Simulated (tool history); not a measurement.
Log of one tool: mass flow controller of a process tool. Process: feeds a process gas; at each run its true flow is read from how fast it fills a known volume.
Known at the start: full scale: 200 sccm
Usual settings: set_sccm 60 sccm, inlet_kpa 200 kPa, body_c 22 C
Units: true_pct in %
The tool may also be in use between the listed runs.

run,day,set_sccm,inlet_kpa,body_c,true_pct
1,0.000,60,200,22,99.07
2,7.971,60,200,22,98.84
3,14.258,21,200,22,98.57
4,19.425,21,200,22,98.61
5,29.342,60,200,22,98.79
6,34.888,60,200,22,98.68
7,43.317,60,200,22,98.60
8,50.346,60,206,22,98.52
9,56.004,60,220,22,98.63
10,64.604,60,200,22,98.38
11,74.108,180,200,22,99.25
12,78.650,195,200,22,99.22
13,85.592,31,200,22,97.95
14,94.929,31,200,22,97.69
15,104.050,31,200,22,97.72
16,111.483,31,200,22,97.47
17,116.562,60,200,22,97.85
18,122.038,60,200,22,97.72
19,131.650,60,212,22,97.61
20,138.012,60,212,22,97.55
21,144.171,138,180,22,97.86
22,154.100,60,215,32,97.00
23,163.371,60,215,32,96.85
24,171.038,122,172,27,97.25
25,175.204,60,223,25,97.17
26,179.608,60,223,25,97.11
27,184.429,48,200,36,96.23
28,191.475,60,242,20,97.37
29,201.538,60,242,20,97.13
30,208.488,150,200,20,97.67
31,214.229,150,200,20,97.40
32,219.454,150,200,20,97.43
33,225.433,150,200,20,97.34
34,235.296,150,200,20,97.35
35,244.158,150,200,20,97.24
# day 244.933: gauge calibrated
36,251.733,51,150,33,98.20
37,261.621,59,176,22,98.63
38,266.121,155,225,23,99.58
39,275.850,52,225,23,98.73
40,285.129,52,225,23,98.56

Forecast each of these 5 alternatives for the next run:
A,294.242,88,155,21,?
B,294.242,95,208,22,?
C,294.242,25,200,29,?
D,294.242,47,189,39,?
E,294.242,100,225,23,?

run,true_pct
A,98.55
B,98.90
C,97.84
D,97.60
E,98.96
Without the tool's hidden state the same runs would have given:
run,true_pct
A,99.09
B,99.43
C,98.38
D,98.13
E,99.49

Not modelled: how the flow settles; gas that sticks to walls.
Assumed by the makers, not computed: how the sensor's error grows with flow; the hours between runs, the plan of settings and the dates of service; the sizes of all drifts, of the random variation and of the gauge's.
